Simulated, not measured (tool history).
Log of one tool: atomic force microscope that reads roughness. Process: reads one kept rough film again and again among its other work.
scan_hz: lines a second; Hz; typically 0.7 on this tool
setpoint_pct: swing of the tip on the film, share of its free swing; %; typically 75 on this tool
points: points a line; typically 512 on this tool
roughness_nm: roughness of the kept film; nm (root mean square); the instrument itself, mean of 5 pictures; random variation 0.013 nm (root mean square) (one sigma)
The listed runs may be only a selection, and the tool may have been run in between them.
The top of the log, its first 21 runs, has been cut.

run	day	scan_hz	setpoint_pct	points	roughness_nm
22	19.546	0.7	73	272	2.535
23	20.55	0.7	77	868	2.534
24	21.533	0.651	75	512	2.487
25	22.779	0.528	61	512	2.501
# day 23.542: new tip fitted
26	24.062	2.888	64	710	3.061
27	25.146	2.888	64	393	2.933
28	26.25	2.888	64	393	2.866
29	27.279	0.7	83	498	2.867
30	28.408	0.7	72	498	2.855
31	29.158	0.7	68	403	2.81
32	30.167	2.73	59	512	2.679

Branching from run 32: 5 alternative next runs. What would each branch give?
A	30.688	3.094	75	512	?
B	30.688	0.609	77	1000	?
C	30.688	0.85	71	357	?
D	30.688	1.392	75	478	?
E	30.688	2.053	63	501	?

run	roughness_nm
A	2.347
B	2.71
C	2.668
D	2.563
E	2.627
The same runs, with their run-to-run variation unchanged, on a tool lacking any hidden condition would have given:
run	roughness_nm
A	2.779
B	3.208
C	3.157
D	3.035
E	3.109

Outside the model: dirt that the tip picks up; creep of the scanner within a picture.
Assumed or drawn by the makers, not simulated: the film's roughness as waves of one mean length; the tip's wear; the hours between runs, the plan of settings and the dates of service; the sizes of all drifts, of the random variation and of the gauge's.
